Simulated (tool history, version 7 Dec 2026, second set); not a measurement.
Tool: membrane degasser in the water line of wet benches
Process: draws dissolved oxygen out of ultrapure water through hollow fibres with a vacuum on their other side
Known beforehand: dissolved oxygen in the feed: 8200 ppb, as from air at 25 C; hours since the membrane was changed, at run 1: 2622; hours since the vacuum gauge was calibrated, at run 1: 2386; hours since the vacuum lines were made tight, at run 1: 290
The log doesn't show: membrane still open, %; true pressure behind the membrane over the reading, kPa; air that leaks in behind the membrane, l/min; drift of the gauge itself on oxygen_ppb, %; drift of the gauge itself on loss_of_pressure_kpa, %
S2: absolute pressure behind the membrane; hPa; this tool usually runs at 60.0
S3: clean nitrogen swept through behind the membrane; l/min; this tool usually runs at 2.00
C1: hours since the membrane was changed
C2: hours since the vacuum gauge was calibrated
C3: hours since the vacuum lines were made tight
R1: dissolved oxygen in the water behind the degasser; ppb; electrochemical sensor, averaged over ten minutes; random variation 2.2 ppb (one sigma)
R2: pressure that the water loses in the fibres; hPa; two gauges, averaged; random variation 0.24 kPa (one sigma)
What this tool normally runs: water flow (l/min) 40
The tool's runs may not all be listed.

run 1 hour=0.0 | water_flow_(l/min)=40 S2=60.0 S3=2.00 | C1=2622 C2=2386 C3=290 | R1=218.2 R2=642.1
run 2 hour=122.6 | water_flow_(l/min)=40 S2=60.0 S3=2.00 | C1=2745 C2=2508 C3=413 | R1=218.5 R2=643.6
run 3 hour=197.8 | water_flow_(l/min)=40 S2=60.0 S3=2.00 | C1=2820 C2=2583 C3=488 | R1=218.6 R2=641.0
run 4 hour=255.2 | water_flow_(l/min)=40 S2=60.0 S3=2.00 | C1=2877 C2=2641 C3=546 | R1=217.6 R2=639.1
run 5 hour=310.4 | water_flow_(l/min)=40 S2=60.0 S3=2.00 | C1=2932 C2=2696 C3=601 | R1=221.8 R2=643.8
run 6 hour=443.8 | water_flow_(l/min)=40 S2=60.0 S3=2.00 | C1=3066 C2=2829 C3=734 | R1=217.9 R2=640.2
run 7 hour=550.5 | water_flow_(l/min)=40 S2=58.7 S3=2.00 | C1=3173 C2=2936 C3=841 | R1=210.9 R2=634.7
run 8 hour=623.6 | water_flow_(l/min)=40 S2=60.0 S3=2.65 | C1=3246 C2=3009 C3=914 | R1=194.5 R2=638.8
run 9 hour=724.2 | water_flow_(l/min)=40 S2=60.0 S3=1.17 | C1=3346 C2=3110 C3=1015 | R1=288.3 R2=640.5
run 10 hour=810.6 | water_flow_(l/min)=55 S2=60.0 S3=1.17 | C1=3433 C2=3196 C3=1101 | R1=408.9 R2=881.8
run 11 hour=905.3 | water_flow_(l/min)=55 S2=60.0 S3=1.17 | C1=3527 C2=3291 C3=1196 | R1=410.3 R2=873.4
run 12 hour=1000.4 | water_flow_(l/min)=55 S2=60.0 S3=1.17 | C1=3623 C2=3386 C3=1291 | R1=411.1 R2=874.8
run 13 hour=1065.8 | water_flow_(l/min)=40 S2=149.1 S3=2.00 | C1=3688 C2=3451 C3=1356 | R1=587.2 R2=633.0
-- hour=1124.2 vacuum gauge calibrated
run 14 hour=1194.7 | water_flow_(l/min)=40 S2=149.1 S3=2.00 | C1=3816 C2=71 C3=1485 | R1=580.1 R2=628.7
run 15 hour=1310.1 | water_flow_(l/min)=40 S2=149.1 S3=2.00 | C1=3932 C2=186 C3=1600 | R1=580.5 R2=631.7
run 16 hour=1437.1 | water_flow_(l/min)=40 S2=59.3 S3=2.00 | C1=4059 C2=313 C3=1727 | R1=219.1 R2=630.6
run 17 hour=1565.9 | water_flow_(l/min)=40 S2=59.3 S3=2.00 | C1=4188 C2=442 C3=1856 | R1=214.3 R2=634.7
run 18 hour=1629.3 | water_flow_(l/min)=40 S2=59.3 S3=2.00 | C1=4251 C2=505 C3=1919 | R1=213.6 R2=630.7
run 19 hour=1744.7 | water_flow_(l/min)=39 S2=60.0 S3=4.06 | C1=4366 C2=621 C3=2035 | R1=155.2 R2=618.3
run 20 hour=1821.5 | water_flow_(l/min)=39 S2=54.2 S3=1.99 | C1=4443 C2=697 C3=2111 | R1=187.6 R2=611.1
run 21 hour=1954.4 | water_flow_(l/min)=39 S2=54.2 S3=1.99 | C1=4576 C2=830 C3=2244 | R1=186.1 R2=614.0
run 22 hour=2034.6 | water_flow_(l/min)=43 S2=60.0 S3=1.14 | C1=4656 C2=910 C3=2324 | R1=320.0 R2=673.0
run 23 hour=2109.5 | water_flow_(l/min)=40 S2=60.0 S3=0.88 | C1=4731 C2=985 C3=2399 | R1=336.3 R2=630.0
run 24 hour=2221.3 | water_flow_(l/min)=40 S2=60.0 S3=0.88 | C1=4843 C2=1097 C3=2511 | R1=337.2 R2=625.3
run 25 hour=2297.7 | water_flow_(l/min)=40 S2=40.8 S3=2.00 | C1=4919 C2=1174 C3=2588 | R1=136.1 R2=623.6
run 26 hour=2377.5 | water_flow_(l/min)=40 S2=40.8 S3=2.00 | C1=4999 C2=1253 C3=2667 | R1=133.9 R2=624.1
run 27 hour=2433.8 | water_flow_(l/min)=64 S2=59.6 S3=0.86 | C1=5055 C2=1310 C3=2724 | R1=553.1 R2=998.4
run 28 hour=2492.4 | water_flow_(l/min)=64 S2=132.1 S3=4.52 | C1=5114 C2=1368 C3=2782 | R1=521.0 R2=996.4
run 29 hour=2561.3 | water_flow_(l/min)=41 S2=48.6 S3=2.00 | C1=5183 C2=1437 C3=2851 | R1=171.9 R2=643.3
run 30 hour=2636.7 | water_flow_(l/min)=41 S2=48.6 S3=2.00 | C1=5258 C2=1513 C3=2927 | R1=177.3 R2=639.5
-- hour=2700.7 gauge calibrated
run 31 hour=2715.6 | water_flow_(l/min)=33 S2=37.4 S3=0.94 | C1=5337 C2=1591 C3=3005 | R1=104.2 R2=528.8
run 32 hour=2798.6 | water_flow_(l/min)=33 S2=37.4 S3=0.94 | C1=5420 C2=1674 C3=3088 | R1=103.8 R2=530.4
run 33 hour=2928.0 | water_flow_(l/min)=33 S2=37.4 S3=0.94 | C1=5550 C2=1804 C3=3218 | R1=102.2 R2=525.0

How would selected steps in R2 from run to run divide? Give the signed amount a tool lacking its hidden state would still show from settings, what came in and random variation, and the signed amount left for the hidden state, including any gauge scatter that is not in both of the compared results.
Run 12 -> 13: water flow (l/min) 55 -> 40, S2 60.0 -> 149.1, S3 1.17 -> 2.00. R2 -241.8 hPa: hidden state +2.2, all else -244.0.
Run 26 -> 27: water flow (l/min) 40 -> 64, S2 40.8 -> 59.6, S3 2.00 -> 0.86. R2 +374.3 hPa: hidden state -10.6, all else +384.9.
Run 28 -> 29: water flow (l/min) 64 -> 41, S2 132.1 -> 48.6, S3 4.52 -> 2.00. R2 -353.1 hPa: hidden state +9.4, all else -362.5.
Run 30 -> 31: water flow (l/min) 41 -> 33, S2 48.6 -> 37.4, S3 2.00 -> 0.94, gauge calibrated. R2 -110.7 hPa: hidden state +18.9, all else -129.6.

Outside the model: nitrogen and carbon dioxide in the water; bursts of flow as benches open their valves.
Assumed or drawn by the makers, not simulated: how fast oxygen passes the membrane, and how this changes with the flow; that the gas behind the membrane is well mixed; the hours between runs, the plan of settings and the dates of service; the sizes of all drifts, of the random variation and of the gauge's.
